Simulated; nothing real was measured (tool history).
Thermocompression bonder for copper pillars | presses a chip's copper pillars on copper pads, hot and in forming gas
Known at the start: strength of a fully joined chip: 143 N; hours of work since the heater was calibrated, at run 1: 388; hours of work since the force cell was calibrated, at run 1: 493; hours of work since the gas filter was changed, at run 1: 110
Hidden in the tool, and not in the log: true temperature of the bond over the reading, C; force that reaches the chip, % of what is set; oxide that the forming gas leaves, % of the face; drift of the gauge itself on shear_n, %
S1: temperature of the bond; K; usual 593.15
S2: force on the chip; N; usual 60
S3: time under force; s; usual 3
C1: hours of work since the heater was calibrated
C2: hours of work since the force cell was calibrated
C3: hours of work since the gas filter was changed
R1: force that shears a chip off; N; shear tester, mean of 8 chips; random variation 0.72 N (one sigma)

run   hour      S1  S2  S3   C1   C2   C3     R1
  1    0.0  593.15  60   3  388  493  110  104.6
  2   54.0  593.15  60   2  420  526  143   94.8
  3  121.9  593.15  60   2  461  566  184   94.9
  4  161.3  593.15  60   6  485  590  207  118.0
  5  208.3  593.15  60   3  513  618  235  102.7
     232.6  -- heater calibrated with a thermocouple chip
     259.8  -- forming gas filter changed
  6  275.6  593.15  60   3   26  657   10  108.2
  7  342.0  593.15  60   3   65  697   49  105.9
  8  395.0  566.15  65   4   97  729   81  104.0
  9  456.0  593.15  60   6  134  766  118  119.5
     483.9  -- force cell calibrated
 10  514.7  593.15  60   6  168   19  152  116.6
 11  584.8  593.15  60   6  210   61  194  117.2
 12  634.3  611.15  60   3  240   90  224  108.5
     704.9  -- forming gas filter changed
 13  706.0  611.15  60   3  283  133    1  115.5
 14  742.9  611.15  60   3  305  155   23  115.1

5 ways to go on from here, each from the tool as it stands after run 14. What would each give?
  A  804.8  616.15  61   2  342  193  60   ?
  B  804.8  611.15  60   4  342  193  60   ?
  C  804.8  611.15  37   3  342  193  60   ?
  D  804.8  615.15  60   3  342  193  60   ?
  E  804.8  593.15  48   2  342  193  60   ?

run     R1
  A  108.1
  B  120.0
  C   79.2
  D  116.6
  E   77.8
Without the tool's hidden state the same runs would have given:
run     R1
  A  106.8
  B  119.4
  C   77.2
  D  115.6
  E   75.7
